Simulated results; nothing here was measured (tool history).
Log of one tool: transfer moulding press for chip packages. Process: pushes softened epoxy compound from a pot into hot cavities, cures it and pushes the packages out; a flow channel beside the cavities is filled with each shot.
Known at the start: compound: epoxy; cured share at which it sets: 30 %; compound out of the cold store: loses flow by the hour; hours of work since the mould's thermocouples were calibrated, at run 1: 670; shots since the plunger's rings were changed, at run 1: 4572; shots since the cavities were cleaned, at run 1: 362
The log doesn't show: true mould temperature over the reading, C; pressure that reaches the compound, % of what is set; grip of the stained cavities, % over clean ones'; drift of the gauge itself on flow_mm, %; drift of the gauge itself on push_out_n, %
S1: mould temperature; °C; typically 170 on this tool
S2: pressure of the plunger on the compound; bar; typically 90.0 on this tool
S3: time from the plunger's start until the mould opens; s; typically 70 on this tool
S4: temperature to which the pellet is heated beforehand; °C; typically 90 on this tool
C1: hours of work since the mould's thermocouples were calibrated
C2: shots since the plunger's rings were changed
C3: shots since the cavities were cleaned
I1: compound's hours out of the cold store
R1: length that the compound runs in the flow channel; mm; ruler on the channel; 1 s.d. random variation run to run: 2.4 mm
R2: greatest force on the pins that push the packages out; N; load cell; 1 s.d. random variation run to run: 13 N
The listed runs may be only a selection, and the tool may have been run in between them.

run,hour,S1,S2,S3,S4,C1,C2,C3,I1,R1,R2
1,0.0,170,90.0,70,90,670,4572,362,16.4,503,882
# hour 6.4: cavities cleaned with cleaning compound and waxed
# hour 27.7: plunger's sealing rings changed
# hour 32.6: cavities cleaned with cleaning compound and waxed
# hour 54.1: cavities cleaned with cleaning compound and waxed
2,70.6,173,90.0,70,90,719,820,339,14.7,517,773
# hour 76.1: cavities cleaned with cleaning compound and waxed
# hour 98.5: cavities cleaned with cleaning compound and waxed
3,101.5,173,90.0,70,90,741,1393,61,32.4,467,544
# hour 119.9: cavities cleaned with cleaning compound and waxed
# hour 143.0: cavities cleaned with cleaning compound and waxed
# hour 166.3: cavities cleaned with cleaning compound and waxed
4,166.3,173,90.0,94,90,787,2634,0,37.5,454,396
# hour 189.4: cavities cleaned with cleaning compound and waxed
5,206.7,173,90.0,94,90,817,3432,356,46.5,419,658
# hour 211.5: cavities cleaned with cleaning compound and waxed
# hour 218.3: mould's thermocouples calibrated
# hour 236.0: cavities cleaned with cleaning compound and waxed
# hour 260.5: cavities cleaned with cleaning compound and waxed
6,271.7,173,90.0,94,90,39,4634,230,39.7,431,560
# hour 282.5: cavities cleaned with cleaning compound and waxed
# hour 293.9: plunger's sealing rings changed
# hour 306.5: cavities cleaned with cleaning compound and waxed
7,316.1,173,90.0,94,90,69,424,196,24.0,493,553
# hour 330.8: cavities cleaned with cleaning compound and waxed
# hour 354.6: cavities cleaned with cleaning compound and waxed
8,373.4,170,90.0,70,90,111,1542,388,19.6,506,877
# hour 379.6: cavities cleaned with cleaning compound and waxed
# hour 402.8: cavities cleaned with cleaning compound and waxed
# hour 425.2: cavities cleaned with cleaning compound and waxed
9,430.3,171,90.0,70,90,151,2618,104,10.8,527,606
# hour 440.7: mould's thermocouples calibrated, once more
# hour 448.2: cavities cleaned with cleaning compound and waxed
# hour 469.9: cavities cleaned with cleaning compound and waxed
# hour 492.9: cavities cleaned with cleaning compound and waxed
10,500.9,171,90.0,70,90,43,3937,165,39.1,441,709
# hour 514.4: cavities cleaned with cleaning compound and waxed
# hour 535.7: cavities cleaned with cleaning compound and waxed
11,549.4,170,90.0,70,90,78,4872,281,28.0,463,869
# hour 560.7: plunger's sealing rings changed
# hour 562.2: cavities cleaned with cleaning compound and waxed
# hour 584.8: cavities cleaned with cleaning compound and waxed
12,598.8,170,90.0,70,100,112,722,289,29.2,482,828
# hour 607.9: cavities cleaned with cleaning compound and waxed
# hour 632.2: cavities cleaned with cleaning compound and waxed
13,640.7,164,73.6,62,100,142,1520,173,12.4,484,1609
# hour 656.6: cavities cleaned with cleaning compound and waxed
14,669.1,164,73.6,62,100,163,2073,255,43.4,402,1469
# hour 678.7: cavities cleaned with cleaning compound and waxed
# hour 701.7: cavities cleaned with cleaning compound and waxed
15,719.1,167,90.0,70,90,199,3040,357,30.2,473,1080
# hour 723.2: cavities cleaned with cleaning compound and waxed
# hour 746.4: cavities cleaned with cleaning compound and waxed
# hour 769.0: cavities cleaned with cleaning compound and waxed
16,783.4,167,90.0,70,90,245,4270,297,46.4,423,1011
# hour 792.4: cavities cleaned with cleaning compound and waxed
# hour 815.9: cavities cleaned with cleaning compound and waxed
# hour 828.1: plunger's sealing rings changed
# hour 842.3: cavities cleaned with cleaning compound and waxed
17,849.4,173,90.0,70,99,290,407,146,42.3,447,616
# hour 868.1: cavities cleaned with cleaning compound and waxed
# hour 891.5: cavities cleaned with cleaning compound and waxed
18,907.1,170,73.7,70,99,332,1531,320,31.0,425,882
# hour 913.4: cavities cleaned with cleaning compound and waxed
# hour 937.7: cavities cleaned with cleaning compound and waxed
# hour 958.8: cavities cleaned with cleaning compound and waxed
19,963.6,164,90.3,70,86,373,2599,98,21.2,502,1045
# hour 981.0: cavities cleaned with cleaning compound and waxed
20,999.1,177,90.0,70,90,399,3299,373,8.5,521,783
# hour 1005.5: cavities cleaned with cleaning compound and waxed
# hour 1028.9: cavities cleaned with cleaning compound and waxed
21,1037.6,177,90.0,70,90,426,4029,178,24.5,474,582
# hour 1051.6: cavities cleaned with cleaning compound and waxed
# hour 1073.0: cavities cleaned with cleaning compound and waxed
22,1075.5,177,90.0,70,90,453,4746,50,36.6,435,460
# hour 1090.9: plunger's sealing rings changed
# hour 1101.3: cavities cleaned with cleaning compound and waxed
# hour 1123.0: cavities cleaned with cleaning compound and waxed
# hour 1144.1: cavities cleaned with cleaning compound and waxed
23,1144.1,174,90.0,70,90,501,1003,0,13.3,523,483

3 options for the next run, each taken on its own from the tool as it stands now. Forecast them:
# hour 1167.7: cavities cleaned with cleaning compound and waxed
# hour 1189.4: cavities cleaned with cleaning compound and waxed
A,1195.4,174,82.7,103,90,538,1994,123,34.7,?,?
# hour 1167.7: cavities cleaned with cleaning compound and waxed
# hour 1189.4: cavities cleaned with cleaning compound and waxed
B,1195.4,170,90.0,70,82,538,1994,123,34.2,?,?
# hour 1167.7: cavities cleaned with cleaning compound and waxed
# hour 1189.4: cavities cleaned with cleaning compound and waxed
C,1195.4,177,82.2,69,90,538,1994,123,23.8,?,?

run,R1,R2
A,441,496
B,461,713
C,466,539
With no hidden state in the tool, these same runs would have given:
run,R1,R2
A,453,386
B,473,587
C,478,431
